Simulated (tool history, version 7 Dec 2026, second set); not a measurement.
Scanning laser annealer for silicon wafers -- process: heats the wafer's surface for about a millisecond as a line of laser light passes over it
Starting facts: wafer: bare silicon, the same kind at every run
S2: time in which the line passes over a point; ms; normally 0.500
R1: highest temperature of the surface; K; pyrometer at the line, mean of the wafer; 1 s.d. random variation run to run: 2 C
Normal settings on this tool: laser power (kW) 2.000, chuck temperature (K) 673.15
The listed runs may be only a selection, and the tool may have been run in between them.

Run 1, hour 0.0: usual settings. Result: R1 1507.15 K.
Run 2, hour 66.2: usual settings. Result: R1 1505.15 K.
Run 3, hour 142.7: usual settings but chuck temperature (K) 675.15. Result: R1 1505.15 K.
Run 4, hour 175.6: usual settings but laser power (kW) 2.191, chuck temperature (K) 675.15. Result: R1 1577.15 K.
Run 5, hour 217.0: usual settings but laser power (kW) 2.191, chuck temperature (K) 675.15. Result: R1 1576.15 K.
Run 6, hour 274.1: usual settings but laser power (kW) 2.191, chuck temperature (K) 675.15. Result: R1 1573.15 K.
Run 7, hour 349.9: usual settings. Result: R1 1499.15 K.
Run 8, hour 414.6: usual settings. Result: R1 1502.15 K.
Run 9, hour 459.9: usual settings. Result: R1 1499.15 K.
At hour 468.8: optics aligned, line set to its width.
Run 10, hour 527.2: usual settings. Result: R1 1505.15 K.
Run 11, hour 558.8: usual settings. Result: R1 1505.15 K.
Run 12, hour 609.8: usual settings. Result: R1 1500.15 K.
Run 13, hour 678.1: usual settings but chuck temperature (K) 701.15. Result: R1 1530.15 K.
Run 14, hour 710.9: usual settings. Result: R1 1504.15 K.
Run 15, hour 766.5: usual settings. Result: R1 1501.15 K.
Run 16, hour 833.3: usual settings. Result: R1 1499.15 K.
Run 17, hour 908.1: usual settings. Result: R1 1498.15 K.
Run 18, hour 961.3: usual settings. Result: R1 1496.15 K.
Run 19, hour 1011.9: usual settings. Result: R1 1500.15 K.
Run 20, hour 1086.2: usual settings. Result: R1 1489.15 K.
Run 21, hour 1117.3: usual settings but laser power (kW) 1.992, S2 0.501 ms. Result: R1 1488.15 K.
At hour 1135.8: window over the wafer cleaned.
Run 22, hour 1153.5: usual settings but laser power (kW) 1.992, S2 0.501 ms. Result: R1 1509.15 K.
Run 23, hour 1202.4: usual settings but laser power (kW) 2.156, S2 0.526 ms, chuck temperature (K) 676.15. Result: R1 1595.15 K.
Run 24, hour 1233.7: usual settings but laser power (kW) 1.813, S2 0.422 ms. Result: R1 1384.15 K.
Run 25, hour 1266.5: usual settings but laser power (kW) 1.832, S2 0.356 ms, chuck temperature (K) 693.15. Result: R1 1358.15 K.
Run 26, hour 1325.4: usual settings but laser power (kW) 1.777, chuck temperature (K) 651.15. Result: R1 1402.15 K.
Run 27, hour 1384.3: usual settings but laser power (kW) 1.777, S2 0.382 ms, chuck temperature (K) 697.15. Result: R1 1359.15 K.
Run 28, hour 1452.2: usual settings but laser power (kW) 1.712, S2 0.419 ms, chuck temperature (K) 687.15. Result: R1 1356.15 K.
Run 29, hour 1483.3: usual settings but laser power (kW) 1.953. Result: R1 1488.15 K.
Run 30, hour 1525.5: usual settings but laser power (kW) 1.953. Result: R1 1486.15 K.
Run 31, hour 1593.8: usual settings but chuck temperature (K) 651.15. Result: R1 1480.15 K.
Run 32, hour 1658.6: usual settings but S2 0.536 ms, chuck temperature (K) 703.15. Result: R1 1556.15 K.
Run 33, hour 1701.7: usual settings but chuck temperature (K) 684.15. Result: R1 1517.15 K.
Run 34, hour 1741.6: usual settings but chuck temperature (K) 684.15. Result: R1 1511.15 K.
Run 35, hour 1786.1: usual settings but laser power (kW) 1.709, S2 0.567 ms, chuck temperature (K) 702.15. Result: R1 1460.15 K.
Run 36, hour 1860.9: usual settings but laser power (kW) 1.936, S2 0.618 ms, chuck temperature (K) 678.15. Result: R1 1556.15 K.
Run 37, hour 1894.3: usual settings but laser power (kW) 1.850, S2 0.578 ms, chuck temperature (K) 678.15. Result: R1 1494.15 K.
Run 38, hour 1932.5: usual settings but S2 0.488 ms, chuck temperature (K) 707.15. Result: R1 1519.15 K.
Run 39, hour 1988.7: usual settings but laser power (kW) 1.943, S2 0.421 ms, chuck temperature (K) 641.15. Result: R1 1381.15 K.
Run 40, hour 2043.0: usual settings but laser power (kW) 2.046, S2 0.398 ms, chuck temperature (K) 686.15. Result: R1 1445.15 K.

Selected run-to-run steps in R1, each split into two signed amounts: the part the tool would show with no hidden state at all (from settings, incoming material and random variation), and the remainder, which goes to the hidden state together with any gauge scatter not common to the measured and the hidden-state-free results:
The tool's hidden condition here consists of: light that passes the window, % of a clean one's; laser's true power over the reading, %; width of the line over the set one, %; drift of the gauge itself on peak_c, C.
Run 9 -> 10: optics aligned, line set to its width. R1 +6.00 K: hidden state +9.00, all else -3.00.
Run 21 -> 22: window over the wafer cleaned. R1 +21.00 K: hidden state +18.00, all else +3.00.
Run 23 -> 24: laser power (kW) 2.156 -> 1.813, S2 0.526 -> 0.422, chuck temperature (K) 676.15 -> 673.15. R1 -211.00 K: hidden state +2.00, all else -213.00.
Run 28 -> 29: laser power (kW) 1.712 -> 1.953, S2 0.419 -> 0.500, chuck temperature (K) 687.15 -> 673.15. R1 +132.00 K: hidden state -3.00, all else +135.00.
Run 35 -> 36: laser power (kW) 1.709 -> 1.936, S2 0.567 -> 0.618, chuck temperature (K) 702.15 -> 678.15. R1 +96.00 K: hidden state -4.00, all else +100.00.
Run 38 -> 39: laser power (kW) 2.000 -> 1.943, S2 0.488 -> 0.421, chuck temperature (K) 707.15 -> 641.15. R1 -138.00 K: hidden state +1.00, all else -139.00.

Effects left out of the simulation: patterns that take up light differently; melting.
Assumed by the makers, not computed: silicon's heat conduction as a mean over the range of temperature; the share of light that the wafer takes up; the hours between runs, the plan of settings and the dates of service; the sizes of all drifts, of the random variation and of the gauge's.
